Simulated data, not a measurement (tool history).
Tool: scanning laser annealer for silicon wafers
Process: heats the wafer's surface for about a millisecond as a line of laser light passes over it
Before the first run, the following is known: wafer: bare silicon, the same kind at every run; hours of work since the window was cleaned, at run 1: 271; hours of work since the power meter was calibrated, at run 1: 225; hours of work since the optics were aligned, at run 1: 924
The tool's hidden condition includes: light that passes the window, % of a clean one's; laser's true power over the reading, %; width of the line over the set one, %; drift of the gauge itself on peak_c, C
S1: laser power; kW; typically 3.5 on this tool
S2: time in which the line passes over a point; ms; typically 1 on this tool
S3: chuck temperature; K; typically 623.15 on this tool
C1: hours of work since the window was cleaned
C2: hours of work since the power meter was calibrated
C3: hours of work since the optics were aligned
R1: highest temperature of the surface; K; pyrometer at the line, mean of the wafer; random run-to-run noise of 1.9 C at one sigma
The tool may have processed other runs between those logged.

run,hour,S1,S2,S3,C1,C2,C3,R1
1,0,3.5,1,623.15,271,225,924,1401.15
2,25.9,3.5,1,623.15,283,237,936,1395.15
3,45.7,3.792,1,623.15,292,246,944,1460.15
4,64.6,3.792,1,623.15,300,254,953,1457.15
5,80.9,3.5,1,623.15,308,261,960,1398.15
6,100.4,3.5,1,599.15,316,270,969,1370.15
7,137.5,3.5,0.81,623.15,333,287,985,1326.15
8,163.3,3.5,0.81,623.15,344,298,997,1329.15
9,193.2,3.5,0.8,623.15,358,312,1010,1323.15
10,216.2,3.5,0.8,623.15,368,322,1021,1323.15
11,244.2,3.5,0.8,623.15,381,334,1033,1321.15
12,262.4,3.5,0.8,623.15,389,343,1041,1323.15
13,278.3,3.5,1,623.15,396,350,1049,1392.15
14,297.2,3.5,1,623.15,404,358,1057,1393.15
15,316.4,3.5,1,623.15,413,367,1066,1394.15
16,335.5,3.646,1,623.15,421,375,1074,1422.15
17,358.6,3.5,1,623.15,432,386,1084,1388.15
18,392.6,3.5,1,623.15,447,401,1100,1389.15
19,428.7,3.5,1,623.15,463,417,1116,1389.15
20,446.6,3.5,1,659.15,471,425,1124,1424.15
21,463.2,3.5,1,659.15,479,432,1131,1424.15
22,488.1,3.5,1.12,623.15,490,444,1142,1423.15
23,507.7,3.137,1,623.15,499,452,1151,1311.15
24,528.9,3.137,1,623.15,508,462,1161,1308.15
25,545.1,3.399,0.76,654.15,515,469,1168,1310.15
26,564.7,3.002,0.92,640.15,524,478,1177,1271.15
27,584,3.5,1,601.15,533,486,1185,1359.15
28,621.4,3.106,1.13,623.15,549,503,1202,1336.15
29,640.7,3.106,1.13,623.15,558,512,1211,1332.15
30,659.5,3.106,1.13,623.15,566,520,1219,1333.15
31,697.7,3.106,1.13,623.15,584,537,1236,1332.15
32,725.1,3.106,1.12,622.15,596,550,1249,1326.15
33,757.5,2.977,0.72,622.15,610,564,1263,1185.15
34,789,3.5,1.11,585.15,624,578,1277,1373.15
35,810.6,3.5,1.11,585.15,634,588,1287,1375.15
# hour 842.7: window over the wafer cleaned
36,850.1,3.022,0.76,585.15,3,605,1304,1188.15
37,886.3,3.134,0.89,638.15,20,621,1320,1306.15
38,920.6,3.352,0.73,623.15,35,636,1335,1281.15

Consider 5 possible next runs. They are alternatives, not a sequence: every one starts from the tool as it was left by run 38. What does each give?
A,947.6,3.5,0.76,623.15,47,648,1347,?
B,947.6,3.5,1.03,623.15,47,648,1347,?
C,947.6,3.5,0.7,623.15,47,648,1347,?
D,947.6,3.493,1,623.15,47,648,1347,?
E,947.6,3.675,0.73,613.15,47,648,1347,?

run,R1
A,1316.15
B,1414.15
C,1297.15
D,1403.15
E,1330.15
Without the tool's unlogged condition, the same runs would have read:
run,R1
A,1336.15
B,1437.15
C,1317.15
D,1426.15
E,1351.15
